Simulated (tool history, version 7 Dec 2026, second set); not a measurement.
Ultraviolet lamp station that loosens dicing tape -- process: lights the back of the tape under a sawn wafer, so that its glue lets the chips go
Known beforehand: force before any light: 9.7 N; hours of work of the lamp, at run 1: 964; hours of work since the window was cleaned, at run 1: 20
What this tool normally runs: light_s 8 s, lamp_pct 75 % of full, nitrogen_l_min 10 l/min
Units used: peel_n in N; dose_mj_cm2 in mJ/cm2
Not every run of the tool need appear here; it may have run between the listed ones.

run     day  light_s  lamp_pct  nitrogen_l_min  hours of work of the lamp  hours of work since the window was cleaned  peel_n  dose_mj_cm2
  1       0        8        75              10                        964                                          20   0.345          560
  2   2.779        8        75              10                       1014                                          69   0.338          554
  3    6.25        8        75              10                       1075                                         131   0.341          553
  4   9.888        8        75              10                       1140                                         195   0.351          554
  5  13.404       14        75              10                       1202                                         258   0.189          970
  6   15.65        9        75              10                       1242                                         297   0.291          623
  7  19.575       16        89               8                       1311                                         367   0.187         1307
  8  21.671       16        89               8                       1349                                         404   0.182         1312
  9  23.479       16        89               8                       1381                                         436   0.181         1312
 10    27.3       11        68               3                       1448                                         504   0.366          690

For run 11, what comes out?
     28.475  -- window cleaned of glue's vapour
 11  30.721        4        69               8                       1509                                          40       ?            ?

{"run 11": {"peel_n": 1.755, "dose_mj_cm2": 253}}
Had the tool carried no hidden state, the very same run would have given peel_n 1.746 N, dose_mj_cm2 254 mJ/cm2.

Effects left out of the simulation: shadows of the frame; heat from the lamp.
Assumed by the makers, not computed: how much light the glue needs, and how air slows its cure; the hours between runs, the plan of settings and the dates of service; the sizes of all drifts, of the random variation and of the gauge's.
